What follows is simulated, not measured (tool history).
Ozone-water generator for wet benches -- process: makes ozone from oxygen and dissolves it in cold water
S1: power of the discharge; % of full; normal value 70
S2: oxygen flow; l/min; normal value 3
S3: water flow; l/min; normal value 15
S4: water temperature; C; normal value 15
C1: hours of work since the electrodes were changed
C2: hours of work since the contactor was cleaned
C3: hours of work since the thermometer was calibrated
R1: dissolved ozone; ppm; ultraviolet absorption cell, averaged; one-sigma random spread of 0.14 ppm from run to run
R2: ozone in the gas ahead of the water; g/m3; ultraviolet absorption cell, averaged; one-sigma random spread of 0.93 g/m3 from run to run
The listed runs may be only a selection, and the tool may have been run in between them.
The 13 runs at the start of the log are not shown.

| run | hour | S1 | S2 | S3 | S4 | C1 | C2 | C3 | R1 | R2 |
|---|---|---|---|---|---|---|---|---|---|---|
| 14 | 567.1 | 70 | 3 | 15 | 15 | 1646 | 5643 | 2373 | 15.1 | 158 |
| 15 | 602.8 | 70 | 3 | 15 | 15 | 1668 | 5666 | 2395 | 15.1 | 157.9 |
| 16 | 627.9 | 70 | 3 | 15 | 15 | 1684 | 5681 | 2411 | 15.3 | 159.3 |
| 17 | 681.2 | 81 | 3 | 15 | 15 | 1717 | 5715 | 2444 | 16.9 | 173.9 |
| 18 | 740.8 | 81 | 3 | 15 | 15 | 1755 | 5752 | 2481 | 16.8 | 172.6 |
| 19 | 786 | 81 | 4.85 | 18 | 15 | 1783 | 5780 | 2510 | 14.4 | 130.1 |
| 20 | 843.5 | 70 | 5.25 | 15 | 14 | 1819 | 5816 | 2546 | 15.2 | 112.5 |
| 21 | 902.7 | 70 | 5.25 | 15 | 14 | 1856 | 5853 | 2583 | 15.1 | 113.5 |
| 22 | 940.1 | 50 | 3.74 | 14 | 14 | 1879 | 5877 | 2606 | 13 | 108.1 |
| 23 | 990.3 | 50 | 2.04 | 14 | 14 | 1911 | 5908 | 2638 | 12.4 | 155 |
| 24 | 1051.2 | 51 | 3 | 15 | 15 | 1949 | 5946 | 2676 | 12.1 | 125.6 |
| 25 | 1088.9 | 68 | 3.35 | 15 | 18 | 1973 | 5970 | 2699 | 14.4 | 143.5 |
| 26 | 1149.4 | 68 | 3.35 | 15 | 18 | 2010 | 6008 | 2737 | 14.4 | 144.1 |
| 27 | 1188.9 | 70 | 3.35 | 15 | 14 | 2035 | 6033 | 2762 | 15.4 | 147.9 |
| 28 | 1247.3 | 44 | 4.35 | 24 | 11 | 2072 | 6069 | 2799 | 7.9 | 90.8 |
| 29 | 1284.4 | 99 | 4.26 | 11 | 10 | 2095 | 6092 | 2822 | 26 | 161.8 |
| 30 | 1346.1 | 99 | 4.26 | 11 | 10 | 2134 | 6131 | 2860 | 26.1 | 162.2 |
| 31 | 1394.7 | 99 | 4.26 | 11 | 10 | 2164 | 6161 | 2891 | 26 | 163.9 |
| 32 | 1456.7 | 73 | 1.72 | 15 | 22 | 2203 | 6200 | 2930 | 14.1 | 223.6 |

3 options for the next run, each taken on its own from the tool as it stands now. Forecast them:
| A | 1502.6 | 70 | 3 | 14 | 16 | 2232 | 6229 | 2958 | ? | ? |
| B | 1502.6 | 60 | 1.72 | 15 | 8 | 2232 | 6229 | 2958 | ? | ? |
| C | 1502.6 | 73 | 5.35 | 15 | 14 | 2232 | 6229 | 2958 | ? | ? |

| run | R1 | R2 |
|---|---|---|
| A | 16.1 | 156.3 |
| B | 13.5 | 193.7 |
| C | 15.7 | 113.7 |
Without the tool's hidden state the same runs would have given:
| run | R1 | R2 |
|---|---|---|
| A | 16.2 | 156.4 |
| B | 13.5 | 193.8 |
| C | 15.8 | 113.8 |

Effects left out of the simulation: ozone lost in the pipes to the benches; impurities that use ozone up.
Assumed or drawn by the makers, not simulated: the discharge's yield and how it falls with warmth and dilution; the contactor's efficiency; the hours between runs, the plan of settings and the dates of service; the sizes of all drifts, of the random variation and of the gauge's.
